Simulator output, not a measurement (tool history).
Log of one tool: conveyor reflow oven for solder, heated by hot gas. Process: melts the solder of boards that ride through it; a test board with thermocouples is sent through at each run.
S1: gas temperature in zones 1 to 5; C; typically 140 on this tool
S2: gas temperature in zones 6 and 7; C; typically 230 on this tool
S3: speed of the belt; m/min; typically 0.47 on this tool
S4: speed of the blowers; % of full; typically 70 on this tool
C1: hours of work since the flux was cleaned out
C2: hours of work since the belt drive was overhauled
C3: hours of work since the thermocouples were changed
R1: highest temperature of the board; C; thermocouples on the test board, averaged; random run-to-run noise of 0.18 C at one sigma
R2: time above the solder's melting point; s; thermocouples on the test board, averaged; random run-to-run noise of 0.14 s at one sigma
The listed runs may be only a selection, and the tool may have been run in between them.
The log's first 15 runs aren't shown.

At hour 141.2: belt drive overhauled, speed set with a stopwatch.
Run 16, hour 148.2: usual settings but S4 79 % of full; C1 55; C2 3; C3 243. Result: R1 217.2 C, R2 78.9 s.
Run 17, hour 158.7: usual settings but S1 125 C, S3 0.553 m/min, S4 57 % of full; C1 60; C2 9; C3 248. Result: R1 203.2 C, R2 43.1 s.
Run 18, hour 164: usual settings but S1 125 C, S3 0.553 m/min, S4 57 % of full; C1 63; C2 11; C3 251. Result: R1 203.4 C, R2 42.9 s.
Run 19, hour 175.8: usual settings but S1 129 C, S2 229 C; C1 69; C2 17; C3 257. Result: R1 212.8 C, R2 68.4 s.
Run 20, hour 181.2: usual settings but S2 243 C, S4 73 % of full; C1 71; C2 20; C3 259. Result: R1 227.4 C, R2 87.1 s.
Run 21, hour 190.9: usual settings but S2 243 C, S4 73 % of full; C1 76; C2 24; C3 264. Result: R1 227.7 C, R2 87.1 s.
At hour 198.8: belt drive overhauled, speed set with a stopwatch, once more.
Run 22, hour 206.7: usual settings but S2 227 C, S4 75 % of full; C1 82; C2 4; C3 270. Result: R1 213.7 C, R2 74.7 s.
Run 23, hour 212.1: usual settings but S1 149 C, S3 0.52 m/min, S4 78 % of full; C1 84; C2 7; C3 272. Result: R1 215.5 C, R2 73.3 s.
Run 24, hour 218.5: usual settings but S1 134 C, S2 220 C, S4 54 % of full; C1 88; C2 10; C3 276. Result: R1 202.1 C, R2 53.4 s.
Run 25, hour 223.8: usual settings but S2 234 C, S3 0.489 m/min; C1 90; C2 12; C3 278. Result: R1 217.6 C, R2 75.3 s.
Run 26, hour 229.4: usual settings but S2 234 C, S3 0.489 m/min; C1 93; C2 15; C3 281. Result: R1 217.5 C, R2 75 s.
Run 27, hour 240.1: usual settings but S1 142 C, S2 227 C; C1 98; C2 20; C3 286. Result: R1 213.1 C, R2 75 s.
Run 28, hour 249.4: usual settings but S1 142 C, S2 227 C; C1 103; C2 25; C3 291. Result: R1 212.9 C, R2 74.6 s.
Run 29, hour 256.3: usual settings but S1 135 C, S4 51 % of full; C1 106; C2 28; C3 294. Result: R1 209.3 C, R2 65.1 s.
Run 30, hour 266: usual settings but S3 0.389 m/min, S4 89 % of full; C1 111; C2 33; C3 299. Result: R1 222.6 C, R2 103.4 s.

Below are 3 alternative next runs, each starting from the tool's condition after run 30. Predict each:
Run A, hour 275.5: usual settings but S2 228 C, S3 0.389 m/min, S4 89 % of full; C1 115; C2 38; C3 303. Result: R1 ?, R2 ?.
Run B, hour 275.5: usual settings but S1 148 C, S3 0.41 m/min, S4 89 % of full; C1 115; C2 38; C3 303. Result: R1 ?, R2 ?.
Run C, hour 275.5: usual settings but S3 0.496 m/min, S4 66 % of full; C1 115; C2 38; C3 303. Result: R1 ?, R2 ?.

run     R1     R2
  A  220.4  101.4
  B  222.1  101.3
  C  212.8   68.7
What these runs would have given with no unlogged condition in the tool:
run     R1     R2
  A  221.8  102.6
  B  223.4  102.3
  C  214.3   70.3
